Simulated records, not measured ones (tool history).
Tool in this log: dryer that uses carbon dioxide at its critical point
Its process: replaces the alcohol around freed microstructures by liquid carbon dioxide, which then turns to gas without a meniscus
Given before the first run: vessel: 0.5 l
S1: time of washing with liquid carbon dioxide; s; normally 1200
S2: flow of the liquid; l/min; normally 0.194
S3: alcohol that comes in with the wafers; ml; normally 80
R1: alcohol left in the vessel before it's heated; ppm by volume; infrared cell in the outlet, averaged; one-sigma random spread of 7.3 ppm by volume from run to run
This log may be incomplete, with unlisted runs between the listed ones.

run	hour	S1	S2	S3	R1
1	0.0	1200	0.194	80	588
2	8.3	1200	0.194	80	625
3	24.6	1200	0.176	80	1033
4	35.0	1200	0.176	80	1052
5	48.0	1200	0.176	80	1044
6	59.3	1200	0.176	80	1045
7	74.7	1200	0.176	80	1117
8	84.9	1200	0.194	80	683
9	93.6	1200	0.194	80	675
10	103.2	1200	0.194	80	679
11	121.4	1200	0.194	80	730
12	130.1	1200	0.194	80	725
13	148.8	1200	0.194	48	471
14	164.5	1200	0.194	48	468
15	182.6	1200	0.194	48	488
16	200.9	1200	0.311	80	76
17	215.4	1200	0.194	80	804
18	233.6	1200	0.194	80	823
# hour 242.6: inlet filter changed
19	249.4	1200	0.194	80	411
20	259.9	1200	0.187	43	299
21	275.7	1320	0.207	20	92
22	290.9	1140	0.207	20	146
23	305.3	1140	0.207	20	153
24	322.5	1140	0.207	22	157
25	338.8	1200	0.151	73	1526
26	356.7	1560	0.116	49	1113
27	371.3	1020	0.192	41	623
28	381.8	1620	0.141	64	464
29	391.5	1200	0.235	83	196
30	408.0	1200	0.235	83	205
31	419.7	780	0.235	83	1644
32	431.9	900	0.194	40	1065
33	447.5	900	0.194	40	1080
34	459.3	900	0.194	71	1850
35	474.0	1260	0.173	30	341
36	485.1	1860	0.186	86	108
37	494.1	1500	0.131	48	836
38	512.3	1560	0.259	47	78

Here are 3 independent what-if runs from the current tool condition. What would each one return?
A	523.9	1080	0.259	47	?
B	523.9	1140	0.194	80	?
C	523.9	780	0.259	22	?

run	R1
A	163
B	793
C	371
What these runs would have given with no unlogged condition in the tool:
run	R1
A	56
B	495
C	207
